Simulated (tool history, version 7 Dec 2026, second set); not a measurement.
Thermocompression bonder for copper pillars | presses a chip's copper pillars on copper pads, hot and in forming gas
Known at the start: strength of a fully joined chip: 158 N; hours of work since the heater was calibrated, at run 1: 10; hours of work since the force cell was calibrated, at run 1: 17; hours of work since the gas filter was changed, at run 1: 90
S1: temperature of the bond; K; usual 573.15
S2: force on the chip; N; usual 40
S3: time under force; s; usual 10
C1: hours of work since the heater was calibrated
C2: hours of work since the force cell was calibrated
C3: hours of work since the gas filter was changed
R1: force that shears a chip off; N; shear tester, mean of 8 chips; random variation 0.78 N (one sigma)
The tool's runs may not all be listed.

run  hour      S1  S2  S3  C1  C2   C3    R1
  1   0.0  573.15  40  10  10  17   90  59.5
  2  11.6  586.15  40  10  15  22   95  69.3
  3  17.0  573.15  40  10  18  25   98  60.4
  4  29.2  573.15  40   6  23  30  103  48.3
     32.3  -- heater calibrated with a thermocouple chip
  5  40.6  573.15  40   6   4  35  108  47.8
  6  52.3  573.15  40  10   9  40  113  59.0
  7  65.2  550.15  44  27  15  46  119  69.5
     74.0  -- heater calibrated with a thermocouple chip, once more
  8  74.2  550.15  43  27   0  49  122  67.7
  9  80.4  573.15  41  10   3  52  125  61.0
 10  89.7  573.15  34   5   7  57  130  40.0
 11  96.0  573.15  34   5  10  59  133  38.8

3 ways to go on from here, each from the tool as it stands after run 11. What would each give?
  A  109.1  563.15  35  26  16  66  139   ?
  B  109.1  598.15  40  10  16  66  139   ?
  C  109.1  563.15  30  18  16  66  139   ?

run    R1
  A  66.7
  B  77.7
  C  52.8
Without the tool's hidden state the same runs would have given:
run    R1
  A  68.3
  B  79.6
  C  54.1
